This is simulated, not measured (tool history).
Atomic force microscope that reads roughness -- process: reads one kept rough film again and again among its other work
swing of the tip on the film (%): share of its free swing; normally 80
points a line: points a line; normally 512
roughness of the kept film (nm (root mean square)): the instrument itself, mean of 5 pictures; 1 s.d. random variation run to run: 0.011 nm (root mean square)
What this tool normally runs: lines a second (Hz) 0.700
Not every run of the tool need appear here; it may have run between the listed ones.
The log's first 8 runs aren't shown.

| run | day | lines a second (Hz) | swing of the tip on the film (%) | points a line | pictures with this tip | hours of work since the height scale was calibrated | roughness of the kept film (nm (root mean square)) |
|---|---|---|---|---|---|---|---|
| 9 | 13.650 | 3.151 | 80 | 410 | 127 | 937 | 1.889 |
| 10 | 15.862 | 0.700 | 60 | 512 | 183 | 965 | 2.206 |
|  | 17.212 | new tip fitted |
| 11 | 18.029 | 0.700 | 60 | 512 | 20 | 993 | 2.535 |
| 12 | 20.258 | 0.700 | 80 | 512 | 76 | 1021 | 2.325 |
| 13 | 22.804 | 0.700 | 80 | 512 | 140 | 1054 | 2.212 |
| 14 | 24.721 | 0.700 | 80 | 512 | 188 | 1079 | 2.120 |
|  | 25.833 | new tip fitted |
| 15 | 26.329 | 0.700 | 80 | 512 | 13 | 1099 | 2.466 |
| 16 | 28.788 | 0.700 | 84 | 330 | 74 | 1130 | 2.270 |
| 17 | 30.458 | 0.700 | 84 | 330 | 116 | 1152 | 2.197 |
| 18 | 32.912 | 0.700 | 59 | 420 | 177 | 1183 | 2.200 |
|  | 34.404 | new tip fitted |
| 19 | 34.992 | 0.700 | 59 | 420 | 15 | 1209 | 2.550 |
| 20 | 37.354 | 0.510 | 79 | 1003 | 74 | 1240 | 2.372 |
| 21 | 38.817 | 2.600 | 62 | 641 | 111 | 1258 | 2.227 |
| 22 | 41.283 | 1.850 | 58 | 782 | 173 | 1290 | 2.184 |
|  | 43.062 | new tip fitted |
| 23 | 43.675 | 2.044 | 77 | 727 | 15 | 1320 | 2.303 |
| 24 | 45.600 | 0.792 | 81 | 459 | 63 | 1345 | 2.322 |
| 25 | 47.196 | 0.700 | 64 | 429 | 103 | 1365 | 2.332 |
| 26 | 48.821 | 0.700 | 80 | 387 | 144 | 1386 | 2.176 |
| 27 | 50.821 | 0.700 | 80 | 387 | 194 | 1412 | 2.088 |
|  | 51.579 | new tip fitted |
| 28 | 53.379 | 0.700 | 80 | 387 | 45 | 1444 | 2.347 |
| 29 | 55.575 | 0.629 | 60 | 626 | 100 | 1472 | 2.346 |
| 30 | 56.942 | 0.700 | 79 | 762 | 135 | 1490 | 2.200 |

Each row is a separate what-if for the run after 30, all from the same tool condition, not one after another. Results?
| A | 58.033 | 1.893 | 62 | 548 | 162 | 1504 | ? |
| B | 58.033 | 0.700 | 79 | 1003 | 162 | 1504 | ? |
| C | 58.033 | 0.740 | 80 | 399 | 162 | 1504 | ? |
| D | 58.033 | 0.700 | 80 | 301 | 162 | 1504 | ? |
| E | 58.033 | 0.700 | 73 | 896 | 162 | 1504 | ? |

| run | roughness of the kept film (nm (root mean square)) |
|---|---|
| A | 2.140 |
| B | 2.155 |
| C | 2.115 |
| D | 2.081 |
| E | 2.186 |
Without the tool's unlogged condition, the same runs would have read:
| run | roughness of the kept film (nm (root mean square)) |
|---|---|
| A | 2.526 |
| B | 2.544 |
| C | 2.497 |
| D | 2.458 |
| E | 2.579 |
